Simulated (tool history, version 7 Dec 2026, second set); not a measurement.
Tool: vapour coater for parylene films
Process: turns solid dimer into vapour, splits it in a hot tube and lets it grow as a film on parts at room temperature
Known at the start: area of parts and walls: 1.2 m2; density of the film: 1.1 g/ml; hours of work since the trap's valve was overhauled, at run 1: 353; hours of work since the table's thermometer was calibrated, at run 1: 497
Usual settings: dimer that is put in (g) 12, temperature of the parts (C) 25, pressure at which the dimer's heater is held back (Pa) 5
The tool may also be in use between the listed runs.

run     day  dimer that is put in (g)  temperature of the parts (C)  pressure at which the dimer's heater is held back (Pa)  hours of work since the trap's valve was overhauled  hours of work since the table's thermometer was calibrated  thickness of the film (µm)
  1       0                        12                            25                                                       5                                                  353                                                         497                        5.86
  2     0.5                        12                            25                                                       5                                                  359                                                         503                        5.85
  3   1.267                        12                            25                                                       5                                                  370                                                         514                        5.83
  4   2.217                        12                            25                                                       5                                                  383                                                         527                        5.85
  5   3.096                         5                            25                                                       5                                                  395                                                         539                        2.43
  6   3.629                         5                            25                                                       5                                                  402                                                         546                        2.41
  7   4.442                        12                            22                                                       5                                                  413                                                         557                        6.64
  8   5.533                        12                            22                                                       5                                                  428                                                         572                        6.58
  9   6.625                        12                            25                                                       5                                                  443                                                         587                        5.77
 10   7.558                        12                            25                                                       5                                                  455                                                         599                        5.77
 11   8.504                        12                            25                                                       5                                                  468                                                         612                        5.76
 12   8.975                        12                            25                                                       5                                                  475                                                         619                        5.79
 13   9.683                        12                            25                                                    4.27                                                  484                                                         628                        5.84
 14    10.3                        12                            25                                                    4.27                                                  493                                                         637                        5.84
     10.646  -- trap's valve overhauled
 15  11.083                        12                            25                                                     8.3                                                    6                                                         645                        5.89
 16  11.754                        12                            25                                                     8.3                                                   15                                                         654                        5.83
 17  12.821                        12                            25                                                     8.3                                                   30                                                         669                        5.82
 18  13.329                         7                            25                                                       5                                                   37                                                         676                        3.59
 19   13.85                         7                            25                                                       5                                                   44                                                         683                        3.57
 20  14.792                         7                            25                                                       5                                                   56                                                         696                        3.57
 21   15.35                         7                            25                                                       5                                                   64                                                         703                        3.57
 22  16.129                         7                            30                                                       5                                                   75                                                         714                        2.86
 23  17.088                        12                            25                                                    4.38                                                   88                                                         727                        6.15
 24  17.758                        12                            25                                                       5                                                   97                                                         736                         6.1
 25  18.629                         7                            25                                                    2.67                                                  109                                                         748                        3.78
 26  19.504                         7                            25                                                    2.67                                                  121                                                         760                        3.78
 27  20.425                        17                            24                                                    2.67                                                  133                                                         772                        9.48
 28  21.083                        12                            37                                                    5.33                                                  142                                                         781                        3.55
 29  22.221                        12                            37                                                    5.33                                                  158                                                         797                        3.56
 30  23.179                        15                            30                                                    4.42                                                  171                                                         810                        6.17
 31  23.858                         8                            31                                                    6.87                                                  180                                                         819                        2.99
 32  24.892                         9                            25                                                     2.6                                                  194                                                         833                        4.82
 33  25.525                        16                            36                                                    8.71                                                  203                                                         842                         4.7
 34   26.35                        14                            24                                                    5.15                                                  214                                                         853                        7.31
 35  26.983                        12                            22                                                     8.7                                                  222                                                         861                        6.52
 36  27.767                         8                            25                                                       5                                                  233                                                         872                           4
 37  28.808                        11                            24                                                    3.76                                                  247                                                         886                         5.9
 38  29.425                        11                            24                                                    3.76                                                  256                                                         895                        5.88
 39  29.896                         7                            33                                                    2.09                                                  262                                                         901                        2.66
 40  30.446                         9                            18                                                    2.63                                                  269                                                         909                        6.48
 41  31.008                         9                            26                                                    6.77                                                  277                                                         916                        4.16
 42  31.488                         9                            26                                                    6.77                                                  284                                                         923                        4.18
 43  32.446                        14                            29                                                    7.94                                                  297                                                         936                        5.59
 44  33.421                        14                            29                                                    7.94                                                  310                                                         949                        5.55
 45  34.179                         7                            25                                                    4.33                                                  320                                                         959                        3.51
 46  35.312                         7                            25                                                    4.33                                                  336                                                         975                         3.5
 47  35.967                        17                            20                                                    4.11                                                  345                                                         984                       10.65

Forecast each of these 4 alternatives for the next run:
  A  36.646                        16                            18                                                    3.42                                                  354                                                         993                           ?
  B  36.646                        16                            20                                                    4.78                                                  354                                                         993                           ?
  C  36.646                        12                            36                                                       5                                                  354                                                         993                           ?
  D  36.646                        12                            30                                                    6.24                                                  354                                                         993                           ?

run  thickness of the film (µm)
  A                       11.11
  B                        9.89
  C                        3.66
  D                        4.66
Without the tool's hidden state the same runs would have given:
run  thickness of the film (µm)
  A                       11.45
  B                       10.19
  C                        3.77
  D                         4.8

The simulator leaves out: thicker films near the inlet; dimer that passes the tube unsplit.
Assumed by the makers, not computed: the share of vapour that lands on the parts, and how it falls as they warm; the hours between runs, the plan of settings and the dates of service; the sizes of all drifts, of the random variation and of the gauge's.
